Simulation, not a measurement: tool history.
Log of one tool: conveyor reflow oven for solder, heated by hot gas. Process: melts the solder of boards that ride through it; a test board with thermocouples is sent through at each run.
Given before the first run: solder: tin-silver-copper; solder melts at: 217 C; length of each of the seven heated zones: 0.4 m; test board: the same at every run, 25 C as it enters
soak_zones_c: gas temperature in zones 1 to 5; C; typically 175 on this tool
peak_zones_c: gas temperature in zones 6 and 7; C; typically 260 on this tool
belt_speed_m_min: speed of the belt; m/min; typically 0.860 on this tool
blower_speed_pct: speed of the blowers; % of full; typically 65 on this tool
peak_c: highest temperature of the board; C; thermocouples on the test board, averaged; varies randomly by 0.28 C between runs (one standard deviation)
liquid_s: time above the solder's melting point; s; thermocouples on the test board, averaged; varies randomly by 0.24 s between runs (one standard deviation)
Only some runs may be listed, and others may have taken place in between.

run 1 hour=0.0 | soak_zones_c=175 peak_zones_c=260 belt_speed_m_min=0.860 blower_speed_pct=65 | peak_c=245.0 liquid_s=38.0
run 2 hour=22.3 | soak_zones_c=175 peak_zones_c=260 belt_speed_m_min=0.860 blower_speed_pct=86 | peak_c=250.6 liquid_s=43.0
-- hour=55.6 flux residue cleaned out of gas plates and filters
run 3 hour=62.7 | soak_zones_c=175 peak_zones_c=274 belt_speed_m_min=0.860 blower_speed_pct=65 | peak_c=257.1 liquid_s=44.7
run 4 hour=99.1 | soak_zones_c=175 peak_zones_c=274 belt_speed_m_min=0.860 blower_speed_pct=65 | peak_c=257.4 liquid_s=44.4
run 5 hour=145.5 | soak_zones_c=175 peak_zones_c=274 belt_speed_m_min=0.860 blower_speed_pct=65 | peak_c=256.7 liquid_s=44.1
run 6 hour=171.4 | soak_zones_c=175 peak_zones_c=260 belt_speed_m_min=0.860 blower_speed_pct=65 | peak_c=245.3 liquid_s=37.9
run 7 hour=203.2 | soak_zones_c=175 peak_zones_c=260 belt_speed_m_min=0.860 blower_speed_pct=65 | peak_c=245.0 liquid_s=37.5
run 8 hour=222.9 | soak_zones_c=175 peak_zones_c=260 belt_speed_m_min=0.860 blower_speed_pct=65 | peak_c=245.3 liquid_s=38.1
run 9 hour=250.8 | soak_zones_c=175 peak_zones_c=260 belt_speed_m_min=0.860 blower_speed_pct=65 | peak_c=245.6 liquid_s=38.0
run 10 hour=276.5 | soak_zones_c=175 peak_zones_c=260 belt_speed_m_min=0.860 blower_speed_pct=65 | peak_c=245.7 liquid_s=37.8
run 11 hour=323.2 | soak_zones_c=175 peak_zones_c=262 belt_speed_m_min=0.860 blower_speed_pct=65 | peak_c=247.1 liquid_s=39.1
run 12 hour=349.4 | soak_zones_c=175 peak_zones_c=262 belt_speed_m_min=0.860 blower_speed_pct=65 | peak_c=246.4 liquid_s=39.0
run 13 hour=385.6 | soak_zones_c=175 peak_zones_c=262 belt_speed_m_min=0.860 blower_speed_pct=65 | peak_c=247.0 liquid_s=38.5
run 14 hour=420.0 | soak_zones_c=175 peak_zones_c=262 belt_speed_m_min=0.917 blower_speed_pct=65 | peak_c=245.3 liquid_s=34.7
run 15 hour=451.0 | soak_zones_c=175 peak_zones_c=260 belt_speed_m_min=0.860 blower_speed_pct=65 | peak_c=245.1 liquid_s=37.7
-- hour=486.8 thermocouples of zones 6 and 7 changed
run 16 hour=490.0 | soak_zones_c=175 peak_zones_c=251 belt_speed_m_min=0.860 blower_speed_pct=65 | peak_c=237.5 liquid_s=32.6
run 17 hour=536.1 | soak_zones_c=175 peak_zones_c=251 belt_speed_m_min=0.860 blower_speed_pct=65 | peak_c=237.5 liquid_s=32.4
run 18 hour=569.1 | soak_zones_c=186 peak_zones_c=261 belt_speed_m_min=0.739 blower_speed_pct=79 | peak_c=254.7 liquid_s=55.5
run 19 hour=602.6 | soak_zones_c=176 peak_zones_c=261 belt_speed_m_min=0.739 blower_speed_pct=83 | peak_c=254.2 liquid_s=53.1
-- hour=616.4 flux residue cleaned out of gas plates and filters
run 20 hour=649.0 | soak_zones_c=176 peak_zones_c=273 belt_speed_m_min=0.739 blower_speed_pct=76 | peak_c=263.5 liquid_s=56.0
run 21 hour=667.8 | soak_zones_c=162 peak_zones_c=273 belt_speed_m_min=0.739 blower_speed_pct=76 | peak_c=262.3 liquid_s=52.7
run 22 hour=692.1 | soak_zones_c=162 peak_zones_c=273 belt_speed_m_min=0.739 blower_speed_pct=76 | peak_c=262.5 liquid_s=52.0
run 23 hour=725.1 | soak_zones_c=162 peak_zones_c=273 belt_speed_m_min=0.739 blower_speed_pct=76 | peak_c=262.9 liquid_s=52.3
run 24 hour=766.3 | soak_zones_c=162 peak_zones_c=273 belt_speed_m_min=0.725 blower_speed_pct=76 | peak_c=263.3 liquid_s=53.4
run 25 hour=808.7 | soak_zones_c=175 peak_zones_c=260 belt_speed_m_min=0.860 blower_speed_pct=75 | peak_c=248.3 liquid_s=40.6
run 26 hour=829.2 | soak_zones_c=181 peak_zones_c=260 belt_speed_m_min=0.835 blower_speed_pct=58 | peak_c=244.9 liquid_s=40.1
run 27 hour=866.0 | soak_zones_c=181 peak_zones_c=260 belt_speed_m_min=0.835 blower_speed_pct=58 | peak_c=244.9 liquid_s=40.3
run 28 hour=895.9 | soak_zones_c=175 peak_zones_c=260 belt_speed_m_min=0.860 blower_speed_pct=68 | peak_c=246.3 liquid_s=39.0
run 29 hour=937.5 | soak_zones_c=178 peak_zones_c=260 belt_speed_m_min=0.724 blower_speed_pct=53 | peak_c=246.8 liquid_s=47.5

Here are 5 independent what-if runs from the current tool condition. What would each one return?
run A hour=964.8 | soak_zones_c=166 peak_zones_c=260 belt_speed_m_min=0.800 blower_speed_pct=89 | peak_c=? liquid_s=?
run B hour=964.8 | soak_zones_c=185 peak_zones_c=258 belt_speed_m_min=0.860 blower_speed_pct=82 | peak_c=? liquid_s=?
run C hour=964.8 | soak_zones_c=178 peak_zones_c=268 belt_speed_m_min=0.724 blower_speed_pct=53 | peak_c=? liquid_s=?
run D hour=964.8 | soak_zones_c=167 peak_zones_c=260 belt_speed_m_min=0.935 blower_speed_pct=65 | peak_c=? liquid_s=?
run E hour=964.8 | soak_zones_c=175 peak_zones_c=274 belt_speed_m_min=0.907 blower_speed_pct=65 | peak_c=? liquid_s=?

run=A peak_c=251.6 liquid_s=44.7
run=B peak_c=249.2 liquid_s=44.9
run=C peak_c=253.5 liquid_s=51.4
run=D peak_c=240.9 liquid_s=29.9
run=E peak_c=255.5 liquid_s=41.1
Take away the tool's hidden state, keep each run's random variation, and the runs would have read:
run=A peak_c=251.7 liquid_s=44.8
run=B peak_c=249.3 liquid_s=45.0
run=C peak_c=253.5 liquid_s=51.4
run=D peak_c=241.0 liquid_s=29.9
run=E peak_c=255.6 liquid_s=41.1

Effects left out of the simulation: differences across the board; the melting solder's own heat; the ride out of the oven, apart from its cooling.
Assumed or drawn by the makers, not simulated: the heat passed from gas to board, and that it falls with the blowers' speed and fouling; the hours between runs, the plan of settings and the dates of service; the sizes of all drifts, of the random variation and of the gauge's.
